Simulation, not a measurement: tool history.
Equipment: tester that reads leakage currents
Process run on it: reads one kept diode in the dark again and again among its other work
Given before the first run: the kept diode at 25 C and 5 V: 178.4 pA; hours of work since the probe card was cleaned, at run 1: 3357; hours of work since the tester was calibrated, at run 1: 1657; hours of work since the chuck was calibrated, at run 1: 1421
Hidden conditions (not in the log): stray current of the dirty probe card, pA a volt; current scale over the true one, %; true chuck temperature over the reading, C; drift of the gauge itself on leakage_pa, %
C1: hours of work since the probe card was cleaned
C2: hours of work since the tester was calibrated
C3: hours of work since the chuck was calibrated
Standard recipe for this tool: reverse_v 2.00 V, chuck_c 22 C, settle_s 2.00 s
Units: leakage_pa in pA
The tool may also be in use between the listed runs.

{"run": 1, "hour": 0.0, "reverse_v": 2.0, "chuck_c": 22, "settle_s": 2.0, "C1": 3357, "C2": 1657, "C3": 1421, "leakage_pa": 114.51}
{"run": 2, "hour": 42.2, "reverse_v": 2.0, "chuck_c": 22, "settle_s": 2.0, "C1": 3378, "C2": 1679, "C3": 1442, "leakage_pa": 113.57}
{"run": 3, "hour": 89.4, "reverse_v": 2.0, "chuck_c": 22, "settle_s": 0.52, "C1": 3402, "C2": 1703, "C3": 1466, "leakage_pa": 114.65}
{"hour": 102.3, "done": "chuck's temperature calibrated"}
{"run": 4, "hour": 156.7, "reverse_v": 2.0, "chuck_c": 22, "settle_s": 0.52, "C1": 3436, "C2": 1736, "C3": 28, "leakage_pa": 106.51}
{"run": 5, "hour": 198.1, "reverse_v": 9.27, "chuck_c": 22, "settle_s": 2.0, "C1": 3457, "C2": 1757, "C3": 49, "leakage_pa": 189.98}
{"run": 6, "hour": 283.0, "reverse_v": 9.27, "chuck_c": 22, "settle_s": 2.0, "C1": 3500, "C2": 1801, "C3": 92, "leakage_pa": 190.81}
{"run": 7, "hour": 346.8, "reverse_v": 2.0, "chuck_c": 22, "settle_s": 2.62, "C1": 3533, "C2": 1833, "C3": 125, "leakage_pa": 107.27}
{"run": 8, "hour": 413.9, "reverse_v": 2.0, "chuck_c": 22, "settle_s": 2.62, "C1": 3567, "C2": 1868, "C3": 159, "leakage_pa": 107.49}
{"run": 9, "hour": 503.5, "reverse_v": 2.0, "chuck_c": 22, "settle_s": 2.62, "C1": 3613, "C2": 1913, "C3": 205, "leakage_pa": 107.67}
{"run": 10, "hour": 577.1, "reverse_v": 2.0, "chuck_c": 22, "settle_s": 2.62, "C1": 3651, "C2": 1951, "C3": 243, "leakage_pa": 107.67}
{"run": 11, "hour": 656.1, "reverse_v": 2.0, "chuck_c": 22, "settle_s": 2.62, "C1": 3691, "C2": 1991, "C3": 283, "leakage_pa": 107.57}
{"run": 12, "hour": 718.0, "reverse_v": 2.0, "chuck_c": 22, "settle_s": 2.62, "C1": 3723, "C2": 2023, "C3": 315, "leakage_pa": 108.14}
{"run": 13, "hour": 771.4, "reverse_v": 2.0, "chuck_c": 22, "settle_s": 2.62, "C1": 3750, "C2": 2050, "C3": 342, "leakage_pa": 108.3}
{"run": 14, "hour": 843.2, "reverse_v": 2.0, "chuck_c": 22, "settle_s": 2.0, "C1": 3787, "C2": 2087, "C3": 379, "leakage_pa": 108.53}
{"run": 15, "hour": 930.3, "reverse_v": 2.0, "chuck_c": 22, "settle_s": 2.0, "C1": 3831, "C2": 2132, "C3": 423, "leakage_pa": 108.7}

Run 16 comes next. What will it give?
{"run": 16, "hour": 991.5, "reverse_v": 2.0, "chuck_c": 22, "settle_s": 0.88, "C1": 3862, "C2": 2163, "C3": 454, "leakage_pa": "?"}

{"run 16": {"leakage_pa": 108.99}}
If the tool had no hidden condition, the same run with the same run-to-run variation would have returned leakage_pa 103.11 pA.
